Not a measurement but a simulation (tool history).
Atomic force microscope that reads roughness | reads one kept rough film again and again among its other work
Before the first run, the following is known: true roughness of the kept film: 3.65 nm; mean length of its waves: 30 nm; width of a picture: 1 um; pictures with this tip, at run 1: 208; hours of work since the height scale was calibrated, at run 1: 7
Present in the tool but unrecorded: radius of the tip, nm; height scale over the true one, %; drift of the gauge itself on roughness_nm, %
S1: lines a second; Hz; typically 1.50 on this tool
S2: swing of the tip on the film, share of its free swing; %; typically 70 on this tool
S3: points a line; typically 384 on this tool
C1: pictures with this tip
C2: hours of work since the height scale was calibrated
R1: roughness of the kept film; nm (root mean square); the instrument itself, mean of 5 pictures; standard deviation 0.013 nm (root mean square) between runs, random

run,hour,S1,S2,S3,C1,C2,R1
1,0.0,1.50,70,384,208,7,2.448
2,21.5,1.50,70,384,236,20,2.412
3,42.5,1.50,70,384,265,33,2.358
# hour 61.2: new tip fitted
4,65.3,1.50,70,384,5,47,3.039
5,101.3,1.50,70,384,54,69,2.912
6,129.6,1.50,70,384,92,87,2.820
7,147.4,0.77,70,384,115,98,2.843
8,181.4,0.77,70,384,161,119,2.728
9,205.9,0.77,70,384,194,134,2.673
10,236.0,0.77,70,384,234,153,2.578
11,271.5,1.50,70,482,281,175,2.427
# hour 280.1: new tip fitted
12,289.0,2.73,60,482,12,185,3.033
13,305.6,1.53,70,417,34,196,2.943
14,329.1,1.94,70,539,66,210,2.838
15,355.3,3.22,62,952,101,227,2.731
16,375.8,3.65,70,544,129,239,2.528
17,406.9,0.88,63,409,170,258,2.733
18,439.2,0.88,63,409,213,278,2.610
19,469.7,1.24,72,838,254,297,2.484

Alternative continuations, all from the tool just after run 19; predict every row:
# hour 496.4: new tip fitted
A,505.3,1.13,84,384,12,319,?
# hour 496.4: new tip fitted
B,505.3,1.50,81,355,12,319,?
# hour 496.4: new tip fitted
C,505.3,2.32,72,838,12,319,?
# hour 496.4: new tip fitted
D,505.3,2.77,56,940,12,319,?
# hour 496.4: new tip fitted
E,505.3,1.46,70,384,12,319,?

run,R1
A,2.913
B,2.875
C,2.903
D,3.069
E,3.012
What these runs would have given with no unlogged condition in the tool:
run,R1
A,2.960
B,2.921
C,2.949
D,3.118
E,3.060
